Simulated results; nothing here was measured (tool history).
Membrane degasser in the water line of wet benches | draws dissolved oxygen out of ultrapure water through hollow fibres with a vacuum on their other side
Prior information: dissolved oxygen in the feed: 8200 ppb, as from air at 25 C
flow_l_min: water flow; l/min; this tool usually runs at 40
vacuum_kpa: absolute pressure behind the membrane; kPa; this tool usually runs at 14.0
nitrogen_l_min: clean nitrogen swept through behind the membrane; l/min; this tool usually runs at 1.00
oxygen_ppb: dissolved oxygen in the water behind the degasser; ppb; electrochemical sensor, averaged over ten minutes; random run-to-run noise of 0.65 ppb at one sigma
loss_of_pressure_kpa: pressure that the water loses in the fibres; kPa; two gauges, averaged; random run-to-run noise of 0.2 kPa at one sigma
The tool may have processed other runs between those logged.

run 1 hour=0.0 | flow_l_min=40 vacuum_kpa=14.0 nitrogen_l_min=1.00 | oxygen_ppb=810.2 loss_of_pressure_kpa=44.54
run 2 hour=58.7 | flow_l_min=40 vacuum_kpa=14.0 nitrogen_l_min=1.15 | oxygen_ppb=727.8 loss_of_pressure_kpa=44.62
run 3 hour=175.6 | flow_l_min=40 vacuum_kpa=14.0 nitrogen_l_min=1.15 | oxygen_ppb=729.8 loss_of_pressure_kpa=44.27
run 4 hour=275.4 | flow_l_min=30 vacuum_kpa=14.0 nitrogen_l_min=1.00 | oxygen_ppb=650.4 loss_of_pressure_kpa=33.59
run 5 hour=379.5 | flow_l_min=30 vacuum_kpa=14.0 nitrogen_l_min=1.00 | oxygen_ppb=650.3 loss_of_pressure_kpa=33.58
run 6 hour=508.3 | flow_l_min=40 vacuum_kpa=33.5 nitrogen_l_min=1.00 | oxygen_ppb=1963.8 loss_of_pressure_kpa=44.57
run 7 hour=615.5 | flow_l_min=40 vacuum_kpa=31.8 nitrogen_l_min=1.00 | oxygen_ppb=1874.0 loss_of_pressure_kpa=44.37
run 8 hour=730.6 | flow_l_min=40 vacuum_kpa=14.0 nitrogen_l_min=1.00 | oxygen_ppb=810.8 loss_of_pressure_kpa=44.97
run 9 hour=848.5 | flow_l_min=38 vacuum_kpa=14.0 nitrogen_l_min=1.00 | oxygen_ppb=780.6 loss_of_pressure_kpa=42.85
run 10 hour=983.4 | flow_l_min=38 vacuum_kpa=14.0 nitrogen_l_min=1.00 | oxygen_ppb=779.0 loss_of_pressure_kpa=42.57
run 11 hour=1076.0 | flow_l_min=27 vacuum_kpa=14.0 nitrogen_l_min=1.00 | oxygen_ppb=601.0 loss_of_pressure_kpa=30.68
run 12 hour=1185.6 | flow_l_min=27 vacuum_kpa=14.0 nitrogen_l_min=1.00 | oxygen_ppb=600.5 loss_of_pressure_kpa=30.61
run 13 hour=1248.0 | flow_l_min=27 vacuum_kpa=14.0 nitrogen_l_min=1.00 | oxygen_ppb=600.2 loss_of_pressure_kpa=30.63
run 14 hour=1323.7 | flow_l_min=24 vacuum_kpa=14.0 nitrogen_l_min=1.00 | oxygen_ppb=547.4 loss_of_pressure_kpa=26.93
run 15 hour=1384.8 | flow_l_min=24 vacuum_kpa=14.0 nitrogen_l_min=1.59 | oxygen_ppb=370.7 loss_of_pressure_kpa=26.87
-- hour=1501.7 seals of the vacuum lines changed
run 16 hour=1508.1 | flow_l_min=24 vacuum_kpa=14.0 nitrogen_l_min=1.59 | oxygen_ppb=364.9 loss_of_pressure_kpa=27.07
-- hour=1517.6 vacuum gauge calibrated
run 17 hour=1587.7 | flow_l_min=24 vacuum_kpa=14.0 nitrogen_l_min=1.59 | oxygen_ppb=365.3 loss_of_pressure_kpa=26.81
run 18 hour=1678.7 | flow_l_min=25 vacuum_kpa=14.0 nitrogen_l_min=1.43 | oxygen_ppb=415.7 loss_of_pressure_kpa=27.96
run 19 hour=1775.8 | flow_l_min=40 vacuum_kpa=32.0 nitrogen_l_min=0.70 | oxygen_ppb=2360.6 loss_of_pressure_kpa=44.89
run 20 hour=1837.5 | flow_l_min=38 vacuum_kpa=17.3 nitrogen_l_min=1.00 | oxygen_ppb=992.1 loss_of_pressure_kpa=42.83
run 21 hour=1934.2 | flow_l_min=38 vacuum_kpa=17.3 nitrogen_l_min=1.00 | oxygen_ppb=990.7 loss_of_pressure_kpa=42.88
run 22 hour=2046.3 | flow_l_min=38 vacuum_kpa=17.3 nitrogen_l_min=1.00 | oxygen_ppb=991.6 loss_of_pressure_kpa=42.92
run 23 hour=2141.9 | flow_l_min=38 vacuum_kpa=17.3 nitrogen_l_min=1.00 | oxygen_ppb=991.1 loss_of_pressure_kpa=42.79
-- hour=2222.4 vacuum gauge calibrated, once more
run 24 hour=2227.1 | flow_l_min=38 vacuum_kpa=17.3 nitrogen_l_min=1.00 | oxygen_ppb=977.0 loss_of_pressure_kpa=42.94
run 25 hour=2320.0 | flow_l_min=49 vacuum_kpa=14.0 nitrogen_l_min=0.61 | oxygen_ppb=1282.5 loss_of_pressure_kpa=56.11
run 26 hour=2410.4 | flow_l_min=40 vacuum_kpa=9.5 nitrogen_l_min=1.00 | oxygen_ppb=478.4 loss_of_pressure_kpa=45.20
run 27 hour=2474.9 | flow_l_min=40 vacuum_kpa=23.5 nitrogen_l_min=0.66 | oxygen_ppb=1844.3 loss_of_pressure_kpa=45.65
run 28 hour=2537.0 | flow_l_min=40 vacuum_kpa=14.0 nitrogen_l_min=1.54 | oxygen_ppb=567.8 loss_of_pressure_kpa=45.34
run 29 hour=2606.9 | flow_l_min=40 vacuum_kpa=14.0 nitrogen_l_min=1.54 | oxygen_ppb=569.9 loss_of_pressure_kpa=45.15
run 30 hour=2742.3 | flow_l_min=52 vacuum_kpa=16.1 nitrogen_l_min=0.55 | oxygen_ppb=1650.8 loss_of_pressure_kpa=59.48
run 31 hour=2830.2 | flow_l_min=52 vacuum_kpa=15.3 nitrogen_l_min=0.55 | oxygen_ppb=1565.3 loss_of_pressure_kpa=59.13
run 32 hour=2905.4 | flow_l_min=52 vacuum_kpa=15.3 nitrogen_l_min=0.55 | oxygen_ppb=1563.7 loss_of_pressure_kpa=59.46
run 33 hour=2964.4 | flow_l_min=40 vacuum_kpa=14.0 nitrogen_l_min=2.33 | oxygen_ppb=403.4 loss_of_pressure_kpa=45.87

For each run, the measured value with the value that run would have given without the tool's hidden condition subtracted. The run-to-run variation is shared by both, the gauge scatter possibly not:
The tool's hidden condition here consists of: membrane still open, %; true pressure behind the membrane over the reading, kPa; air that leaks in behind the membrane, l/min; drift of the gauge itself on oxygen_ppb, %; drift of the gauge itself on loss_of_pressure_kpa, %.
run=1 oxygen_ppb=+9.6 loss_of_pressure_kpa=+1.21
run=2 oxygen_ppb=+9.8 loss_of_pressure_kpa=+1.22
run=3 oxygen_ppb=+10.0 loss_of_pressure_kpa=+1.27
run=4 oxygen_ppb=+10.7 loss_of_pressure_kpa=+0.98
run=5 oxygen_ppb=+10.9 loss_of_pressure_kpa=+1.01
run=6 oxygen_ppb=+14.3 loss_of_pressure_kpa=+1.38
run=7 oxygen_ppb=+14.1 loss_of_pressure_kpa=+1.41
run=8 oxygen_ppb=+11.1 loss_of_pressure_kpa=+1.47
run=9 oxygen_ppb=+11.4 loss_of_pressure_kpa=+1.44
run=10 oxygen_ppb=+11.7 loss_of_pressure_kpa=+1.49
run=11 oxygen_ppb=+12.7 loss_of_pressure_kpa=+1.08
run=12 oxygen_ppb=+13.0 loss_of_pressure_kpa=+1.10
run=13 oxygen_ppb=+13.1 loss_of_pressure_kpa=+1.12
run=14 oxygen_ppb=+13.7 loss_of_pressure_kpa=+1.00
run=15 oxygen_ppb=+11.5 loss_of_pressure_kpa=+1.02
run=16 oxygen_ppb=+5.6 loss_of_pressure_kpa=+1.05
run=17 oxygen_ppb=+6.3 loss_of_pressure_kpa=+1.06
run=18 oxygen_ppb=+7.2 loss_of_pressure_kpa=+1.13
run=19 oxygen_ppb=+11.6 loss_of_pressure_kpa=+1.84
run=20 oxygen_ppb=+12.2 loss_of_pressure_kpa=+1.76
run=21 oxygen_ppb=+12.4 loss_of_pressure_kpa=+1.80
run=22 oxygen_ppb=+12.6 loss_of_pressure_kpa=+1.84
run=23 oxygen_ppb=+12.8 loss_of_pressure_kpa=+1.88
run=24 oxygen_ppb=-3.6 loss_of_pressure_kpa=+1.91
run=25 oxygen_ppb=-7.9 loss_of_pressure_kpa=+2.52
run=26 oxygen_ppb=-4.2 loss_of_pressure_kpa=+2.08
run=27 oxygen_ppb=-5.4 loss_of_pressure_kpa=+2.10
run=28 oxygen_ppb=-1.6 loss_of_pressure_kpa=+2.12
run=29 oxygen_ppb=-1.4 loss_of_pressure_kpa=+2.15
run=30 oxygen_ppb=-8.6 loss_of_pressure_kpa=+2.86
run=31 oxygen_ppb=-8.4 loss_of_pressure_kpa=+2.90
run=32 oxygen_ppb=-8.3 loss_of_pressure_kpa=+2.95
run=33 oxygen_ppb=+0.2 loss_of_pressure_kpa=+2.30
